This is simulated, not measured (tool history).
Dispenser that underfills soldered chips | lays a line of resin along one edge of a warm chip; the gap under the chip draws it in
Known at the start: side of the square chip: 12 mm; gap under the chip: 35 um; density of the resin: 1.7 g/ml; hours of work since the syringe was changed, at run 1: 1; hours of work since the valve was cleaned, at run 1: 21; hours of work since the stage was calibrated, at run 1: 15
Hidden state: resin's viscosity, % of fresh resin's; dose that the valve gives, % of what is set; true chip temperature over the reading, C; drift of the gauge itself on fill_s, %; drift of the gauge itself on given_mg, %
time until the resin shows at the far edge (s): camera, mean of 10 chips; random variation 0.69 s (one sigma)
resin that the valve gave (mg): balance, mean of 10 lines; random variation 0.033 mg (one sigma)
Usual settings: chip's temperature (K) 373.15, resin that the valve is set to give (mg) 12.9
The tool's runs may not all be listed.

run   hour  chip's temperature (K)  resin that the valve is set to give (mg)  hours of work since the syringe was changed  hours of work since the valve was cleaned  hours of work since the stage was calibrated  time until the resin shows at the far edge (s)  resin that the valve gave (mg)
  1    0.0                  373.15                                      12.9                                            1                                         21                                            15                                            68.5                           12.71
  2    9.3                  373.15                                      12.9                                            7                                         27                                            21                                           118.1                           12.77
      15.9  -- new syringe of resin
  3   15.9                  373.15                                      12.9                                            0                                         31                                            26                                            61.7                           12.75
  4   22.4                  373.15                                      12.9                                            4                                         36                                            30                                            90.0                           12.79
  5   30.6                  378.15                                      12.9                                           10                                         41                                            36                                           122.4                           12.67
      32.7  -- new syringe of resin
  6   38.4                  378.15                                      12.9                                            4                                         46                                            41                                            74.7                           12.71
      43.2  -- dispensing valve cleaned and set on the balance
  7   47.2                  379.15                                      12.9                                            9                                          3                                            46                                           114.7                           12.78
      50.5  -- new syringe of resin
  8   56.0                  379.15                                      12.9                                            4                                          9                                            52                                            69.7                           12.85
  9   65.3                  379.15                                      12.9                                           10                                         15                                            58                                           120.9                           12.86
      67.3  -- new syringe of resin
 10   73.8                  379.15                                      12.9                                            4                                         20                                            64                                            72.3                           12.79
 11   81.0                  379.15                                      12.9                                            9                                         25                                            69                                           112.4                           12.84
      84.6  -- new syringe of resin
 12   94.9                  379.15                                      12.9                                            7                                         35                                            78                                            91.3                           12.74
     101.9  -- new syringe of resin
 13  107.7                  379.15                                      12.9                                            4                                         43                                            86                                            70.7                           12.69
     117.2  -- dispensing valve cleaned and set on the balance
     119.8  -- new syringe of resin
 14  120.6                  361.15                                      12.9                                            1                                          2                                            94                                           103.4                           12.93
 15  135.3                  361.15                                      12.9                                           11                                         12                                           104                                           234.3                           12.86
     136.6  -- new syringe of resin
 16  149.9                  361.15                                      15.3                                            9                                         22                                           114                                           201.0                           15.25
     153.9  -- new syringe of resin
 17  159.2                  361.15                                      15.3                                            4                                         28                                           120                                           125.7                           15.15
     170.6  -- new syringe of resin
 18  173.6                  361.15                                      15.3                                            2                                         38                                           130                                           110.8                           15.16
 19  180.4                  372.15                                      13.7                                            7                                         42                                           134                                           111.3                           13.56
     187.5  -- new syringe of resin
     191.8  -- dispensing valve cleaned and set on the balance
 20  191.8                  361.15                                      16.6                                            2                                          0                                           141                                           113.5                           16.50
     205.4  -- new syringe of resin
 21  207.2                  384.15                                      12.1                                            1                                         10                                           152                                            48.6                           12.02
 22  220.7                  375.15                                      13.9                                           10                                         19                                           161                                           138.4                           13.80
     222.9  -- new syringe of resin
 23  236.4                  380.15                                      13.9                                            9                                         30                                           171                                           107.0                           13.73
     240.0  -- new syringe of resin
 24  250.4                  361.15                                      13.7                                            7                                         39                                           181                                           171.6                           13.50
     256.8  -- new syringe of resin
 25  262.3                  371.15                                      12.4                                            4                                         47                                           189                                            89.5                           12.18
     265.8  -- dispensing valve cleaned and set on the balance
     275.3  -- new syringe of resin
 26  278.9                  365.15                                      13.8                                            2                                          9                                           199                                            98.4                           13.81
     292.1  -- new syringe of resin
 27  294.5                  373.15                                      12.4                                            2                                         19                                           209                                            69.4                           12.36
 28  301.2                  359.15                                      14.6                                            6                                         24                                           214                                           168.5                           14.58
     309.4  -- new syringe of resin
 29  310.4                  365.15                                      14.3                                            1                                         30                                           220                                            84.8                           14.20
 30  323.8                  365.15                                      14.3                                           10                                         39                                           229                                           183.2                           14.07
     326.5  -- new syringe of resin
 31  336.1                  382.15                                      15.6                                            7                                         47                                           237                                            77.1                           15.38
     340.3  -- dispensing valve cleaned and set on the balance
     344.3  -- new syringe of resin
 32  349.8                  382.15                                      11.9                                            4                                          6                                           246                                            62.9                           11.91
     361.2  -- new syringe of resin
 33  364.5                  382.15                                      14.0                                            2                                         16                                           256                                            54.0                           13.96
 34  371.7                  365.15                                      16.3                                            7                                         21                                           261                                           148.4                           16.20

Forecast each of these 3 alternatives for the next run:
     378.1  -- new syringe of resin
  A  378.8                  365.15                                      12.4                                            0                                         26                                           265                                               ?                               ?
     378.1  -- new syringe of resin
  B  378.8                  375.15                                      11.8                                            0                                         26                                           265                                               ?                               ?
     378.1  -- new syringe of resin
  C  378.8                  370.15                                      15.0                                            0                                         26                                           265                                               ?                               ?

run  time until the resin shows at the far edge (s)  resin that the valve gave (mg)
  A                                            85.5                           12.29
  B                                            60.5                           11.68
  C                                            69.6                           14.88
Without the tool's hidden state the same runs would have given:
run  time until the resin shows at the far edge (s)  resin that the valve gave (mg)
  A                                            84.0                           12.40
  B                                            59.2                           11.78
  C                                            68.3                           15.01

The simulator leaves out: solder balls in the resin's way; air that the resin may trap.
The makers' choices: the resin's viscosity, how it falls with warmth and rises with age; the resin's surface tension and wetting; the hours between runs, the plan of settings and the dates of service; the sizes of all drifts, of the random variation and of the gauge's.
